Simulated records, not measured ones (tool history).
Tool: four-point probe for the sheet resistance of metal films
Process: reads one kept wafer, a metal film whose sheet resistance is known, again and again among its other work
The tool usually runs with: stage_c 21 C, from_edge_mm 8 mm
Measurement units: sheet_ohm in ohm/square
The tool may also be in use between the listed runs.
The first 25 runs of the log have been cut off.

run    hour  stage_c  from_edge_mm  touches since the probe head was changed  hours of work since the stage's thermometer was calibrated  sheet_ohm
      777.0  -- stage's thermometer calibrated
 26   798.2       23             7                                    102982                                                          14   7.104913
 27   817.9       35            55                                    103743                                                          28   6.992902
 28   839.2       21            14                                    104568                                                          43   7.052587
 29   869.4       19            66                                    105734                                                          63   7.041515
 30   901.8       21             3                                    106989                                                          85   7.432074
 31   938.9       21             3                                    108423                                                         111   7.429654
 32   980.2       21             3                                    110023                                                         139   7.430892
 33  1023.4       21            32                                    111693                                                         169   7.042257
     1036.9  -- stage's thermometer calibrated, once more
 34  1043.3       21             4                                    112440                                                           4   7.250005
 35  1078.0       34            32                                    113781                                                          28   6.987248
 36  1107.1       34            32                                    114908                                                          48   6.985707
 37  1153.9       30            70                                    116718                                                          80   6.994304
 38  1198.7       25             5                                    118450                                                         111   7.157540
 39  1240.5       30            49                                    120067                                                         139   6.996479
 40  1283.5       30            49                                    121729                                                         169   6.996648
 41  1311.3       22            34                                    122806                                                         188   7.020095
 42  1334.6       23            25                                    123705                                                         204   7.023992
 43  1361.2       19             6                                    124734                                                         222   7.135610
 44  1396.9       19             6                                    126117                                                         246   7.134301
 45  1431.6       33             7                                    127457                                                         270   7.062896
 46  1465.5       18             6                                    128768                                                         293   7.140905

Consider 3 possible next runs. They are alternatives, not a sequence: every one starts from the tool as it was left by run 46. What does each give?
  A  1499.7       33            12                                    130089                                                         317          ?
  B  1499.7       28            70                                    130089                                                         317          ?
  C  1499.7       23            16                                    130089                                                         317          ?

run  sheet_ohm
  A   7.017114
  B   7.004062
  C   7.032446
Without the tool's unlogged condition, the same runs would have read:
run  sheet_ohm
  A   6.995891
  B   6.982864
  C   7.011156
